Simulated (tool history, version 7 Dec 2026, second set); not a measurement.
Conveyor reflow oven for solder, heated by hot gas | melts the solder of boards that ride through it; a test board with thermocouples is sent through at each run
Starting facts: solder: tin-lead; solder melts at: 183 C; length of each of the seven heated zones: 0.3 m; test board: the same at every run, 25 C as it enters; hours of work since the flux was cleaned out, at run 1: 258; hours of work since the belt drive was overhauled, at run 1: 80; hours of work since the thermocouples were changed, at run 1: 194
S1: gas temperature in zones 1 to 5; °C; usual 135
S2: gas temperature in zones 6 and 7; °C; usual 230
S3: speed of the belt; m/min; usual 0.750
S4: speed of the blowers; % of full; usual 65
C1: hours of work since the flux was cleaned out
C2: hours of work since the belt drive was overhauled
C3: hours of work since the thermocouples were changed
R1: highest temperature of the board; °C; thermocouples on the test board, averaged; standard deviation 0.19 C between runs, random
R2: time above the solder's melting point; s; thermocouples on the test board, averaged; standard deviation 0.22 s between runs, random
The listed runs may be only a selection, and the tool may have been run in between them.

run   hour   S1   S2     S3  S4   C1   C2   C3     R1    R2
  1    0.0  135  230  0.750  65  258   80  194  213.8  32.9
  2    6.9  135  230  0.750  65  263   86  200  213.7  33.5
  3   13.9  135  230  0.750  58  269   91  205  211.9  32.3
  4   23.4  135  230  0.750  58  276   98  212  211.6  32.0
  5   31.2  135  230  0.750  58  282  104  218  211.9  32.5
  6   39.6  135  230  0.750  58  289  111  225  211.5  32.1
  7   51.3  135  230  0.750  58  298  120  234  212.2  32.3
  8   57.0  135  230  0.750  65  302  124  238  213.2  33.2
  9   67.7  135  230  0.750  62  310  132  246  212.8  33.0
 10   76.3  135  230  0.707  65  317  139  253  215.2  36.3
      82.0  -- flux residue cleaned out of gas plates and filters
 11   90.1  135  230  0.707  65    6  146  260  214.8  36.6
 12  101.3  145  230  0.853  75   15  154  268  212.8  30.8
     110.6  -- flux residue cleaned out of gas plates and filters, once more
 13  115.3  133  245  0.618  89    4  161  275  238.3  53.0

Run 14, settings as shown, results not yet in. Your forecast:
 14  121.0  143  224  0.607  53   8  166  280   ?   ?

R1: 213.9 °C
R2: 45.5 s
On a tool with no hidden condition, and with the same random variation, this run would have come out at R1 212.8 °C, R2 44.6 s.

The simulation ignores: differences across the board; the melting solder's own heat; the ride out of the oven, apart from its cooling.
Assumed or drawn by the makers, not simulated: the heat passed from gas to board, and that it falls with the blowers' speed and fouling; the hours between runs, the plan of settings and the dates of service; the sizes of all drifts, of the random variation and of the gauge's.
